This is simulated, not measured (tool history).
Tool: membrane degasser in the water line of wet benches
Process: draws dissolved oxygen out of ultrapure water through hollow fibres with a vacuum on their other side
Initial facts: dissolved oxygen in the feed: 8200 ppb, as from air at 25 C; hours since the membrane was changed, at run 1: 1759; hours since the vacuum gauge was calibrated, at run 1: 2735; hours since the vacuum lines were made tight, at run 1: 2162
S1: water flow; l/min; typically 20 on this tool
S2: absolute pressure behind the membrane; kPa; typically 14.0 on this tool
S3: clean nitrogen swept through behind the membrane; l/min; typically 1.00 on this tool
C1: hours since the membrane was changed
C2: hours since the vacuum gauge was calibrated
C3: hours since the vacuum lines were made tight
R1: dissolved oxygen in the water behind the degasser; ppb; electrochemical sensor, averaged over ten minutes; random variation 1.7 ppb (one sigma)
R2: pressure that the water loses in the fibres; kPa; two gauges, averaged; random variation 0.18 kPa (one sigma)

run    hour  S1    S2    S3    C1    C2    C3     R1     R2
  1     0.0  20  14.0  1.00  1759  2735  2162  478.0  55.46
  2    65.4  20  14.0  1.00  1824  2800  2227  478.8  55.20
  3   128.3  20  13.9  1.00  1887  2863  2290  472.3  55.20
  4   195.4  20  13.9  1.00  1954  2930  2357  470.8  55.31
  5   264.9  20  16.3  1.00  2023  2999  2426  571.2  55.29
  6   322.0  20  16.3  1.00  2081  3056  2483  566.3  55.53
  7   394.6  20  14.0  1.00  2153  3129  2556  476.2  55.58
  8   472.0  20  14.0  1.00  2231  3206  2633  476.2  55.47
  9   536.9  20  14.0  1.00  2295  3271  2698  473.8  55.29
 10   628.0  20  14.0  1.00  2387  3363  2790  478.9  55.34
 11   709.4  20  14.0  0.76  2468  3444  2871  589.6  55.25
 12   796.7  19  25.8  1.38  2555  3531  2958  682.0  52.55
      813.3  -- seals of the vacuum lines changed
 13   844.8  19  25.8  1.38  2601  3577    32  676.0  52.29
 14   888.8  19  11.2  0.71  2645  3621    75  454.6  52.72
 15   944.6  28  24.6  2.67  2701  3677   131  531.1  77.43
 16  1006.7  28  24.6  2.67  2763  3739   193  527.0  77.83
 17  1086.9  28  24.6  2.67  2843  3819   274  527.9  77.59
 18  1185.2  18  10.2  2.71  2942  3918   372  126.6  49.87

Entry by entry between the runs, the difference in hidden state between the last listed run before and the first listed run after:
From run 12 to run 13: seals of the vacuum lines changed (hour 813.3)
  air that leaks in behind the membrane, l/min: 0.0022 -> 0.002; drift of the gauge itself on oxygen_ppb, %: -0.86 -> -0.91
  what was measured, less what the result would be without the hidden state, R1: -5.7 -> -6.1 ppb
